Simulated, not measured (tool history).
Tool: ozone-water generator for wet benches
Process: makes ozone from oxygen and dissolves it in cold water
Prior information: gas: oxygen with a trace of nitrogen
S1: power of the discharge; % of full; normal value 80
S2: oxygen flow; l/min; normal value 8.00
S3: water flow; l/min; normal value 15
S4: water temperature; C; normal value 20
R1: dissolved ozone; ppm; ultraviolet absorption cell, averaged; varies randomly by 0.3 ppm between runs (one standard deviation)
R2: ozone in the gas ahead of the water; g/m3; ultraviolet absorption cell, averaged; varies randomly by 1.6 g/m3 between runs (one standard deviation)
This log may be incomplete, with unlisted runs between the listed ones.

run,hour,S1,S2,S3,S4,R1,R2
1,0.0,80,8.00,15,20,43.9,291.2
2,121.6,80,8.00,15,20,43.7,290.2
3,202.3,80,8.00,15,20,43.6,291.0
4,312.3,80,8.00,15,20,43.1,288.5
5,441.7,80,8.06,15,20,42.9,288.7
6,576.3,80,8.06,15,20,42.8,289.3
7,639.8,80,8.00,15,20,42.8,288.6
8,749.1,80,8.00,15,20,42.6,286.3
9,839.2,80,8.00,17,20,39.5,284.8
10,915.0,80,8.00,17,20,39.2,284.4
11,1045.3,80,8.00,17,20,39.3,283.6
12,1130.4,80,8.00,13,20,44.6,282.9
13,1272.5,80,8.00,14,20,43.5,279.7
14,1380.0,80,8.00,14,20,42.5,280.8
15,1510.9,80,8.00,9,20,52.6,276.8
16,1587.8,80,8.00,9,20,52.5,277.6
17,1654.7,80,8.00,9,20,52.7,277.4
18,1772.5,80,8.00,9,20,52.2,277.3
19,1863.6,80,8.00,9,20,52.3,275.0
20,1971.9,80,8.00,9,18,54.7,271.9
21,2086.1,80,11.80,9,24,41.8,224.9
22,2201.2,80,4.50,13,20,45.9,361.9
23,2310.7,58,5.01,10,22,39.9,267.8
# hour 2389.3: water thermometer calibrated
24,2403.5,58,5.01,10,22,40.0,267.0
25,2482.9,58,5.01,10,22,40.2,268.5
26,2586.6,45,6.28,15,14,29.7,197.5
27,2719.4,45,6.28,15,14,29.4,195.9
28,2805.6,49,8.00,15,19,27.8,184.7
29,2915.3,49,8.00,15,19,27.8,184.3
30,2981.9,49,8.00,15,19,27.9,184.4
31,3087.3,49,8.00,15,19,27.8,184.0

Estimate the outcome of run 32 from the log above:
32,3186.4,49,8.00,15,19,?,?

{"run 32": {"R1": 27.4, "R2": 183.3}}
On a tool with no hidden condition, and with the same random variation, this run would have come out at R1 31.1 ppm, R2 203.0 g/m3.

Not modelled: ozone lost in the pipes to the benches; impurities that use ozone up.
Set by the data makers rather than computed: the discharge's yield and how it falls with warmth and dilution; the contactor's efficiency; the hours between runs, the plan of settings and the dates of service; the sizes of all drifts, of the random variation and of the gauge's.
